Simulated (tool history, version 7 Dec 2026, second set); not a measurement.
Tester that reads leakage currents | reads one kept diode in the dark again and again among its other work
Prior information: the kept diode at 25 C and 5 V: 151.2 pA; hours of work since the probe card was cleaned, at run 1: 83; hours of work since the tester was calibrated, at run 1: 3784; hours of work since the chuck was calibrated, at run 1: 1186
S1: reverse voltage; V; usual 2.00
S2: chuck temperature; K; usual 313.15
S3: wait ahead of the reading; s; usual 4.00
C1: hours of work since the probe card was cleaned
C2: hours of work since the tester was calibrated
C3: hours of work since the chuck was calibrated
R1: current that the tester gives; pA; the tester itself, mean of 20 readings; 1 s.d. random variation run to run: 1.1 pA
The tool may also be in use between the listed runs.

| run | hour | S1 | S2 | S3 | C1 | C2 | C3 | R1 |
|---|---|---|---|---|---|---|---|---|
| 1 | 0.0 | 2.00 | 313.15 | 4.00 | 83 | 3784 | 1186 | 327.18 |
| 2 | 121.4 | 2.00 | 313.15 | 4.00 | 166 | 3867 | 1270 | 329.18 |
| 3 | 325.5 | 5.53 | 313.15 | 4.00 | 307 | 4008 | 1410 | 462.04 |
| 4 | 549.6 | 5.53 | 313.15 | 4.00 | 461 | 4162 | 1565 | 458.47 |
| 5 | 673.1 | 5.53 | 319.15 | 4.00 | 546 | 4247 | 1650 | 710.62 |
| 6 | 848.3 | 5.53 | 319.15 | 4.00 | 667 | 4367 | 1770 | 699.80 |
| 7 | 1049.0 | 5.53 | 319.15 | 4.00 | 805 | 4506 | 1908 | 696.86 |
|  | 1178.6 | chuck's temperature calibrated |
| 8 | 1178.6 | 2.00 | 313.15 | 4.00 | 893 | 4593 | 0 | 361.08 |
| 9 | 1390.8 | 2.00 | 313.15 | 4.00 | 1039 | 4739 | 146 | 358.52 |
| 10 | 1526.5 | 2.00 | 313.15 | 1.18 | 1132 | 4833 | 239 | 357.12 |
| 11 | 1773.9 | 2.00 | 313.15 | 1.18 | 1302 | 5003 | 410 | 353.89 |
| 12 | 1925.5 | 2.00 | 313.15 | 0.38 | 1407 | 5108 | 514 | 349.55 |
| 13 | 2060.2 | 2.00 | 313.15 | 0.38 | 1499 | 5200 | 607 | 348.92 |
| 14 | 2194.7 | 2.00 | 313.15 | 7.72 | 1592 | 5293 | 699 | 347.21 |
| 15 | 2304.4 | 2.00 | 323.15 | 4.00 | 1667 | 5368 | 775 | 709.77 |
|  | 2430.1 | probe card cleaned and baked |
| 16 | 2430.1 | 2.00 | 323.15 | 4.00 | 0 | 5453 | 859 | 705.15 |
| 17 | 2545.5 | 2.00 | 323.15 | 4.00 | 79 | 5532 | 939 | 700.07 |
|  | 2735.8 | tester calibrated |
| 18 | 2774.9 | 2.00 | 323.15 | 4.00 | 236 | 27 | 1095 | 682.98 |
| 19 | 3016.3 | 2.00 | 313.15 | 4.00 | 402 | 193 | 1261 | 327.59 |
| 20 | 3191.4 | 7.86 | 313.15 | 4.00 | 523 | 314 | 1382 | 524.75 |
| 21 | 3300.0 | 3.56 | 313.15 | 3.99 | 597 | 388 | 1457 | 393.94 |
| 22 | 3525.9 | 3.56 | 313.15 | 3.31 | 753 | 544 | 1612 | 389.03 |
| 23 | 3640.5 | 3.56 | 313.15 | 3.31 | 832 | 623 | 1691 | 390.05 |
| 24 | 3852.5 | 2.53 | 300.15 | 3.95 | 978 | 769 | 1837 | 123.66 |
| 25 | 3994.5 | 2.53 | 300.15 | 3.95 | 1075 | 866 | 1935 | 122.98 |
|  | 4091.4 | chuck's temperature calibrated |
| 26 | 4130.2 | 13.05 | 313.15 | 8.31 | 1167 | 958 | 27 | 678.70 |
| 27 | 4310.2 | 5.85 | 306.15 | 2.26 | 1291 | 1082 | 151 | 299.27 |
| 28 | 4479.9 | 2.89 | 306.15 | 7.16 | 1408 | 1199 | 267 | 231.76 |
| 29 | 4633.3 | 2.89 | 306.15 | 7.16 | 1514 | 1305 | 373 | 229.64 |
| 30 | 4865.7 | 14.35 | 315.15 | 2.46 | 1674 | 1465 | 533 | 792.58 |
|  | 4980.5 | probe card cleaned and baked |
| 31 | 5097.9 | 2.00 | 321.15 | 1.43 | 81 | 1622 | 691 | 596.01 |
| 32 | 5259.5 | 1.40 | 306.15 | 1.97 | 192 | 1734 | 802 | 171.38 |
| 33 | 5508.5 | 1.40 | 302.15 | 7.47 | 363 | 1905 | 973 | 123.07 |
| 34 | 5762.8 | 5.39 | 302.15 | 7.47 | 539 | 2080 | 1148 | 195.17 |
| 35 | 5908.1 | 5.39 | 311.15 | 4.65 | 639 | 2180 | 1248 | 391.09 |
| 36 | 6145.7 | 5.39 | 311.15 | 6.02 | 802 | 2344 | 1412 | 388.40 |
| 37 | 6382.8 | 4.31 | 298.15 | 1.57 | 965 | 2507 | 1575 | 127.31 |
| 38 | 6609.2 | 4.31 | 298.15 | 1.57 | 1121 | 2663 | 1731 | 125.78 |

Each row is a separate what-if for the run after 38, all from the same tool condition, not one after another. Results?
| A | 6857.5 | 4.55 | 315.15 | 5.37 | 1292 | 2834 | 1902 | ? |
| B | 6857.5 | 17.51 | 298.15 | 1.57 | 1292 | 2834 | 1902 | ? |
| C | 6857.5 | 3.52 | 298.15 | 5.79 | 1292 | 2834 | 1902 | ? |
| D | 6857.5 | 1.53 | 313.15 | 0.84 | 1292 | 2834 | 1902 | ? |
| E | 6857.5 | 4.31 | 302.15 | 1.57 | 1292 | 2834 | 1902 | ? |

| run | R1 |
|---|---|
| A | 476.09 |
| B | 210.73 |
| C | 115.84 |
| D | 278.54 |
| E | 172.68 |
The same runs, with their run-to-run variation unchanged, on a tool lacking any hidden condition would have given:
| run | R1 |
|---|---|
| A | 547.09 |
| B | 236.44 |
| C | 133.99 |
| D | 321.36 |
| E | 199.36 |

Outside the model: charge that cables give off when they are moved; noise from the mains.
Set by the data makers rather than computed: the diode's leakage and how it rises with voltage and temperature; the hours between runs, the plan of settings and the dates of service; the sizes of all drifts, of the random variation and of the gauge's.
